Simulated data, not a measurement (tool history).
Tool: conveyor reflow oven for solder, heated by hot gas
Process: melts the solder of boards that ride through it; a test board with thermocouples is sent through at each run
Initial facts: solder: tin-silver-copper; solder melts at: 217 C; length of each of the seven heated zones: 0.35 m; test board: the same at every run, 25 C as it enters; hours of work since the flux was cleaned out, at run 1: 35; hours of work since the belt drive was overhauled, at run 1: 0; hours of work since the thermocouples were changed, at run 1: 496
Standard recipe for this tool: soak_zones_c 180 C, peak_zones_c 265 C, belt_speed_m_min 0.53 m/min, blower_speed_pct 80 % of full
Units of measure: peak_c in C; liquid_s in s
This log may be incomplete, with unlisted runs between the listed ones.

run   hour  soak_zones_c  peak_zones_c  belt_speed_m_min  blower_speed_pct  hours of work since the flux was cleaned out  hours of work since the belt drive was overhauled  hours of work since the thermocouples were changed  peak_c  liquid_s
  1      0           180           265              0.53                80                                            35                                                  0                                                 496   256.8     66.45
  2   37.3           180           265              0.53                80                                            64                                                 29                                                 525   256.9     66.49
  3   77.7           180           265              0.53                80                                            96                                                 61                                                 557   256.6     66.63
  4  105.9           180           265              0.53                80                                           118                                                 83                                                 579   256.8     66.64
  5  164.5           180           265              0.53                80                                           164                                                129                                                 625   256.9     66.48
  6  190.9           180           265              0.53                80                                           184                                                149                                                 645   256.8     66.56
  7  247.9           180           265              0.53                80                                           229                                                194                                                 690   256.7      66.6
  8  280.8           180           265             0.566                80                                           255                                                220                                                 716   255.3     61.03
     310.1  -- flux residue cleaned out of gas plates and filters
  9  321.7           180           265             0.566                80                                             9                                                248                                                 744   255.2     60.97
 10  368.4           180           265             0.566                80                                            46                                                284                                                 780   255.3     61.17

Predict the results of run 11:
 11  426.8           180           265              0.53                59                                            91                                                330                                                 826       ?         ?

{"run 11": {"peak_c": 254.4, "liquid_s": 64.39}}
If the tool had no hidden condition, the same run with the same run-to-run variation would have returned peak_c 254.3 C, liquid_s 64.36 s.
